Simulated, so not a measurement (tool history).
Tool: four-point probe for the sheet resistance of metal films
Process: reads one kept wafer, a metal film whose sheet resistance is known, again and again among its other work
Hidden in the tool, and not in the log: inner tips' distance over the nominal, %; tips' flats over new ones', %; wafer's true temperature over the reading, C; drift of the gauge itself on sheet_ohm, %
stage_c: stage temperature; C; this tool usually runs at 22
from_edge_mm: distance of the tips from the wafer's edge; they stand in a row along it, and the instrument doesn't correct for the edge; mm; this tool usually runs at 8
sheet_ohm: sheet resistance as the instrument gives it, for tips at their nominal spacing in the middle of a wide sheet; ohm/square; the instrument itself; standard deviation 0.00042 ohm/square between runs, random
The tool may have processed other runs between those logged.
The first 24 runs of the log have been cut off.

run,hour,stage_c,from_edge_mm,touches since the probe head was changed,hours of work since the stage's thermometer was calibrated,sheet_ohm
25,587.8,23,66,31960,800,2.075599
26,600.9,20,38,32356,807,2.075182
27,631.2,27,67,33277,822,2.076295
28,649.6,30,8,33832,831,2.083994
29,672.2,22,4,34521,842,2.103527
30,695.4,22,4,35222,854,2.104010
31,722.2,31,23,36036,867,2.078926
32,746.1,22,8,36761,879,2.082668
33,771.2,22,8,37524,891,2.082796
34,794.5,22,8,38229,903,2.083640
35,814.1,20,14,38826,912,2.078877
36,834.1,33,8,39432,922,2.086430
37,848.4,28,9,39865,929,2.084343
38,867.5,35,33,40445,939,2.079522
39,880.8,35,33,40849,946,2.080061
40,912.2,31,42,41802,961,2.078845
41,928.3,31,42,42290,969,2.079222
42,957.9,32,10,43187,984,2.084443
43,983.9,35,10,43976,997,2.084890
44,1000.4,25,5,44477,1005,2.095257

What if the next run were any one of these 5? Each begins from the tool's condition after run 44:
A,1015.2,34,51,44927,1012,?
B,1015.2,35,9,44927,1012,?
C,1015.2,30,19,44927,1012,?
D,1015.2,24,6,44927,1012,?
E,1015.2,34,15,44927,1012,?

run,sheet_ohm
A,2.080772
B,2.086020
C,2.080265
D,2.090653
E,2.082074
Take away the tool's hidden state, keep each run's random variation, and the runs would have read:
run,sheet_ohm
A,2.083241
B,2.088499
C,2.082713
D,2.093080
E,2.084543
